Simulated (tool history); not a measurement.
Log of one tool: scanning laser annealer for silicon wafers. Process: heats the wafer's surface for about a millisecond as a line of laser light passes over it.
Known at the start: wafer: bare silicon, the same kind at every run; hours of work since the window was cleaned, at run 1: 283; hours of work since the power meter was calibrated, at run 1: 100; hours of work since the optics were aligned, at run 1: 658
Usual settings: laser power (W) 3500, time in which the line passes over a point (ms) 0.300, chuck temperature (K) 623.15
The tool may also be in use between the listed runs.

run   hour  laser power (W)  time in which the line passes over a point (ms)  chuck temperature (K)  hours of work since the window was cleaned  hours of work since the power meter was calibrated  hours of work since the optics were aligned  highest temperature of the surface (K)
  1    0.0             3500                                            0.300                 623.15                                         283                                                 100                                          658                                 1414.15
  2   24.6             3500                                            0.219                 623.15                                         301                                                 118                                          676                                 1295.15
  3   66.1             3500                                            0.219                 623.15                                         331                                                 148                                          706                                 1296.15
  4   95.7             3500                                            0.300                 623.15                                         352                                                 169                                          727                                 1411.15
     115.5  -- window over the wafer cleaned
  5  129.7             3500                                            0.300                 623.15                                          10                                                 192                                          751                                 1416.15
     142.1  -- optics aligned, line set to its width
  6  169.1             3500                                            0.300                 623.15                                          35                                                 217                                           19                                 1417.15
  7  213.4             3500                                            0.300                 623.15                                          67                                                 249                                           51                                 1414.15
  8  243.5             3500                                            0.300                 623.15                                          89                                                 271                                           73                                 1417.15
  9  283.6             3500                                            0.300                 623.15                                         118                                                 299                                          102                                 1415.15
 10  325.2             3500                                            0.300                 623.15                                         148                                                 329                                          132                                 1417.15
 11  346.4             3500                                            0.283                 623.15                                         163                                                 345                                          147                                 1393.15
 12  387.2             3500                                            0.377                 623.15                                         193                                                 374                                          177                                 1511.15
 13  425.1             3500                                            0.377                 623.15                                         220                                                 402                                          204                                 1513.15
 14  464.7             3566                                            0.249                 623.15                                         248                                                 430                                          233                                 1360.15
 15  499.6             3701                                            0.366                 662.15                                         274                                                 455                                          258                                 1605.15
 16  538.7             3701                                            0.234                 662.15                                         302                                                 484                                          286                                 1413.15
 17  582.2             3718                                            0.231                 623.15                                         333                                                 515                                          318                                 1374.15
 18  612.5             3718                                            0.231                 623.15                                         355                                                 537                                          339                                 1373.15
     626.5  -- window over the wafer cleaned
 19  637.1             3769                                            0.364                 648.15                                           8                                                 553                                          356                                 1609.15
 20  673.4             3769                                            0.364                 648.15                                          34                                                 579                                          382                                 1615.15
 21  699.4             3769                                            0.364                 638.15                                          53                                                 598                                          401                                 1602.15
 22  741.7             3278                                            0.322                 638.15                                          83                                                 629                                          431                                 1392.15
 23  769.4             2976                                            0.257                 623.15                                         103                                                 649                                          451                                 1216.15
 24  791.3             3758                                            0.239                 606.15                                         119                                                 664                                          467                                 1382.15
 25  822.2             3758                                            0.239                 656.15                                         141                                                 687                                          489                                 1433.15

5 ways to go on from here, each from the tool as it stands after run 25. What would each give?
  A  856.9             3758                                            0.239                 615.15                                         166                                                 712                                          514                                       ?
  B  856.9             3762                                            0.353                 623.15                                         166                                                 712                                          514                                       ?
  C  856.9             3758                                            0.280                 594.15                                         166                                                 712                                          514                                       ?
  D  856.9             3479                                            0.301                 612.15                                         166                                                 712                                          514                                       ?
  E  856.9             3059                                            0.363                 601.15                                         166                                                 712                                          514                                       ?

run  highest temperature of the surface (K)
  A                                 1392.15
  B                                 1568.15
  C                                 1431.15
  D                                 1399.15
  E                                 1332.15
Without the tool's hidden state the same runs would have given:
run  highest temperature of the surface (K)
  A                                 1393.15
  B                                 1569.15
  C                                 1433.15
  D                                 1401.15
  E                                 1334.15
